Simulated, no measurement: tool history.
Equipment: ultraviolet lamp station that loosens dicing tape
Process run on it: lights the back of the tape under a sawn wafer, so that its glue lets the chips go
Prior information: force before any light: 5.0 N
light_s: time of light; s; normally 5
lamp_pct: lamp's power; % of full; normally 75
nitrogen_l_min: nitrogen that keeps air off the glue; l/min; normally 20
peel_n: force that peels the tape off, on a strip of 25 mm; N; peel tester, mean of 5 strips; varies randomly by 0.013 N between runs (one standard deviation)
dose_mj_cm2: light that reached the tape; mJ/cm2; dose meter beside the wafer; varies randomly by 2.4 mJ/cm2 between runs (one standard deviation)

run 1 hour=0.0 | light_s=5 lamp_pct=75 nitrogen_l_min=20 | peel_n=0.995 dose_mj_cm2=181
run 2 hour=17.7 | light_s=4 lamp_pct=75 nitrogen_l_min=20 | peel_n=1.354 dose_mj_cm2=145
run 3 hour=37.9 | light_s=5 lamp_pct=75 nitrogen_l_min=20 | peel_n=0.988 dose_mj_cm2=178
run 4 hour=48.8 | light_s=5 lamp_pct=75 nitrogen_l_min=20 | peel_n=1.023 dose_mj_cm2=176
run 5 hour=64.6 | light_s=5 lamp_pct=75 nitrogen_l_min=20 | peel_n=0.998 dose_mj_cm2=173
run 6 hour=86.1 | light_s=5 lamp_pct=75 nitrogen_l_min=17 | peel_n=1.132 dose_mj_cm2=172
run 7 hour=109.6 | light_s=5 lamp_pct=75 nitrogen_l_min=17 | peel_n=1.180 dose_mj_cm2=168
run 8 hour=121.0 | light_s=5 lamp_pct=75 nitrogen_l_min=17 | peel_n=1.192 dose_mj_cm2=175
run 9 hour=144.4 | light_s=5 lamp_pct=75 nitrogen_l_min=6 | peel_n=1.913 dose_mj_cm2=170
run 10 hour=155.2 | light_s=5 lamp_pct=93 nitrogen_l_min=6 | peel_n=1.505 dose_mj_cm2=204
run 11 hour=176.8 | light_s=5 lamp_pct=75 nitrogen_l_min=20 | peel_n=1.150 dose_mj_cm2=165
run 12 hour=191.3 | light_s=5 lamp_pct=75 nitrogen_l_min=20 | peel_n=1.176 dose_mj_cm2=165
run 13 hour=207.0 | light_s=5 lamp_pct=75 nitrogen_l_min=20 | peel_n=1.165 dose_mj_cm2=162
run 14 hour=222.6 | light_s=5 lamp_pct=75 nitrogen_l_min=20 | peel_n=1.205 dose_mj_cm2=159
run 15 hour=244.7 | light_s=3 lamp_pct=70 nitrogen_l_min=20 | peel_n=2.198 dose_mj_cm2=92
run 16 hour=255.8 | light_s=4 lamp_pct=88 nitrogen_l_min=20 | peel_n=1.294 dose_mj_cm2=142
-- hour=258.0 window cleaned of glue's vapour
run 17 hour=269.2 | light_s=4 lamp_pct=88 nitrogen_l_min=20 | peel_n=1.342 dose_mj_cm2=145
run 18 hour=288.7 | light_s=4 lamp_pct=88 nitrogen_l_min=20 | peel_n=1.328 dose_mj_cm2=139
run 19 hour=311.7 | light_s=5 lamp_pct=75 nitrogen_l_min=13 | peel_n=1.530 dose_mj_cm2=151
run 20 hour=323.6 | light_s=5 lamp_pct=75 nitrogen_l_min=13 | peel_n=1.627 dose_mj_cm2=148
run 21 hour=342.4 | light_s=3 lamp_pct=76 nitrogen_l_min=20 | peel_n=2.202 dose_mj_cm2=87
run 22 hour=357.2 | light_s=5 lamp_pct=75 nitrogen_l_min=25 | peel_n=1.226 dose_mj_cm2=144
-- hour=368.4 window cleaned of glue's vapour, once more
run 23 hour=370.0 | light_s=5 lamp_pct=75 nitrogen_l_min=25 | peel_n=1.089 dose_mj_cm2=154
run 24 hour=381.8 | light_s=5 lamp_pct=75 nitrogen_l_min=25 | peel_n=1.104 dose_mj_cm2=156
run 25 hour=395.2 | light_s=3 lamp_pct=66 nitrogen_l_min=7 | peel_n=2.914 dose_mj_cm2=85
run 26 hour=409.6 | light_s=3 lamp_pct=66 nitrogen_l_min=7 | peel_n=3.006 dose_mj_cm2=77
run 27 hour=419.6 | light_s=3 lamp_pct=66 nitrogen_l_min=7 | peel_n=3.051 dose_mj_cm2=78
run 28 hour=441.6 | light_s=3 lamp_pct=66 nitrogen_l_min=7 | peel_n=3.008 dose_mj_cm2=79

What would each run have given without the hidden state, its run-to-run variation left as it was?
Unlogged tool condition in this case: lamp's light, % of a new lamp's; light that the window lets through, % of a clean one's; drift of the gauge itself on peel_n, %; drift of the gauge itself on dose_mj_cm2, %.
run=1 peel_n=0.599 dose_mj_cm2=247
run=2 peel_n=0.855 dose_mj_cm2=199
run=3 peel_n=0.574 dose_mj_cm2=248
run=4 peel_n=0.587 dose_mj_cm2=247
run=5 peel_n=0.566 dose_mj_cm2=245
run=6 peel_n=0.640 dose_mj_cm2=246
run=7 peel_n=0.658 dose_mj_cm2=245
run=8 peel_n=0.656 dose_mj_cm2=254
run=9 peel_n=1.226 dose_mj_cm2=249
run=10 peel_n=0.881 dose_mj_cm2=305
run=11 peel_n=0.593 dose_mj_cm2=249
run=12 peel_n=0.600 dose_mj_cm2=251
run=13 peel_n=0.588 dose_mj_cm2=249
run=14 peel_n=0.598 dose_mj_cm2=247
run=15 peel_n=1.399 dose_mj_cm2=143
run=16 peel_n=0.647 dose_mj_cm2=227
run=17 peel_n=0.652 dose_mj_cm2=233
run=18 peel_n=0.630 dose_mj_cm2=230
run=19 peel_n=0.755 dose_mj_cm2=250
run=20 peel_n=0.798 dose_mj_cm2=248
run=21 peel_n=1.273 dose_mj_cm2=149
run=22 peel_n=0.520 dose_mj_cm2=247
run=23 peel_n=0.502 dose_mj_cm2=247
run=24 peel_n=0.507 dose_mj_cm2=249
run=25 peel_n=2.144 dose_mj_cm2=135
run=26 peel_n=2.202 dose_mj_cm2=128
run=27 peel_n=2.226 dose_mj_cm2=130
run=28 peel_n=2.179 dose_mj_cm2=131
